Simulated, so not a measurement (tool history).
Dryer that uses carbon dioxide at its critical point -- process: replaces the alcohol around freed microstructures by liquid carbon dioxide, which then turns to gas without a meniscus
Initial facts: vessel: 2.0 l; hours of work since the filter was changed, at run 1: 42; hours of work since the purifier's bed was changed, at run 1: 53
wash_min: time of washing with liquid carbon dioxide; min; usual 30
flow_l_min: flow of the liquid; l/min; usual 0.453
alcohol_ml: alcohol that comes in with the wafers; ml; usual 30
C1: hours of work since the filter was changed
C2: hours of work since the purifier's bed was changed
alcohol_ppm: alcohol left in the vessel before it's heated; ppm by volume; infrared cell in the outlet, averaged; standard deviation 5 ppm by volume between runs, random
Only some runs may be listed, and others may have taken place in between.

{"run": 1, "hour": 0.0, "wash_min": 30, "flow_l_min": 0.453, "alcohol_ml": 30, "C1": 42, "C2": 53, "alcohol_ppm": 51}
{"run": 2, "hour": 9.4, "wash_min": 30, "flow_l_min": 0.453, "alcohol_ml": 30, "C1": 46, "C2": 56, "alcohol_ppm": 57}
{"run": 3, "hour": 14.4, "wash_min": 30, "flow_l_min": 0.453, "alcohol_ml": 43, "C1": 48, "C2": 58, "alcohol_ppm": 73}
{"run": 4, "hour": 19.8, "wash_min": 30, "flow_l_min": 0.453, "alcohol_ml": 33, "C1": 50, "C2": 60, "alcohol_ppm": 55}
{"run": 5, "hour": 30.9, "wash_min": 30, "flow_l_min": 0.453, "alcohol_ml": 39, "C1": 55, "C2": 65, "alcohol_ppm": 64}
{"run": 6, "hour": 41.1, "wash_min": 19, "flow_l_min": 0.453, "alcohol_ml": 30, "C1": 59, "C2": 69, "alcohol_ppm": 343}
{"run": 7, "hour": 52.2, "wash_min": 19, "flow_l_min": 0.453, "alcohol_ml": 30, "C1": 63, "C2": 73, "alcohol_ppm": 341}
{"run": 8, "hour": 60.8, "wash_min": 30, "flow_l_min": 0.579, "alcohol_ml": 30, "C1": 66, "C2": 77, "alcohol_ppm": 32}
{"run": 9, "hour": 66.1, "wash_min": 30, "flow_l_min": 0.38, "alcohol_ml": 30, "C1": 68, "C2": 79, "alcohol_ppm": 119}
{"run": 10, "hour": 75.4, "wash_min": 30, "flow_l_min": 0.38, "alcohol_ml": 30, "C1": 72, "C2": 82, "alcohol_ppm": 117}
{"run": 11, "hour": 81.0, "wash_min": 30, "flow_l_min": 0.38, "alcohol_ml": 30, "C1": 74, "C2": 85, "alcohol_ppm": 115}
{"run": 12, "hour": 92.7, "wash_min": 30, "flow_l_min": 0.38, "alcohol_ml": 30, "C1": 79, "C2": 89, "alcohol_ppm": 123}
{"run": 13, "hour": 97.9, "wash_min": 24, "flow_l_min": 0.631, "alcohol_ml": 30, "C1": 81, "C2": 91, "alcohol_ppm": 51}

Below, some changes in alcohol_ppm between adjacent runs. For each, the amount present without the hidden state too (settings, incoming material, random variation) and the amount remaining for the hidden state with gauge scatter not shared by both compared results:
Hidden conditions of the tool in this case: flow that reaches the vessel past the clogged filter, %; alcohol in the recycled carbon dioxide, ppm; drift of the gauge itself on alcohol_ppm, %.
Run 7 -> 8: wash_min 19 -> 30, flow_l_min 0.453 -> 0.579. alcohol_ppm -309 ppm by volume: hidden state -12, all else -297.

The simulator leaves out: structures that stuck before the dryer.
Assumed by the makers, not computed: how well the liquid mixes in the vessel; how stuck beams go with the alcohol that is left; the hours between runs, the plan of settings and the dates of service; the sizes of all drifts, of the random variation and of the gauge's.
